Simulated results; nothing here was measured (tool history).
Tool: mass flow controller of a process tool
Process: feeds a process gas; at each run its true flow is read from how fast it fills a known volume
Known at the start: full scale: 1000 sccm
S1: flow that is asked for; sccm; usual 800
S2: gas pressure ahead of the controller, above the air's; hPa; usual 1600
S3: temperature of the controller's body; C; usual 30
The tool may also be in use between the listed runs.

run 1 hour=0.0 | S1=800 S2=1600 S3=30 | true_flow_(%)=99.07
run 2 hour=197.9 | S1=800 S2=1600 S3=30 | true_flow_(%)=99.19
run 3 hour=356.5 | S1=800 S2=1600 S3=30 | true_flow_(%)=99.11
run 4 hour=481.2 | S1=800 S2=1600 S3=30 | true_flow_(%)=99.00
run 5 hour=645.0 | S1=800 S2=1600 S3=30 | true_flow_(%)=99.09
run 6 hour=907.8 | S1=218 S2=2600 S3=20 | true_flow_(%)=93.58

The next listed run, before its measurement:
run 7 hour=1147.7 | S1=551 S2=1410 S3=30 | true_flow_(%)=?

{"run 7": {"true flow (%)": 97.66}}
Without the tool's hidden state the same run would have given true flow (%) 98.78.
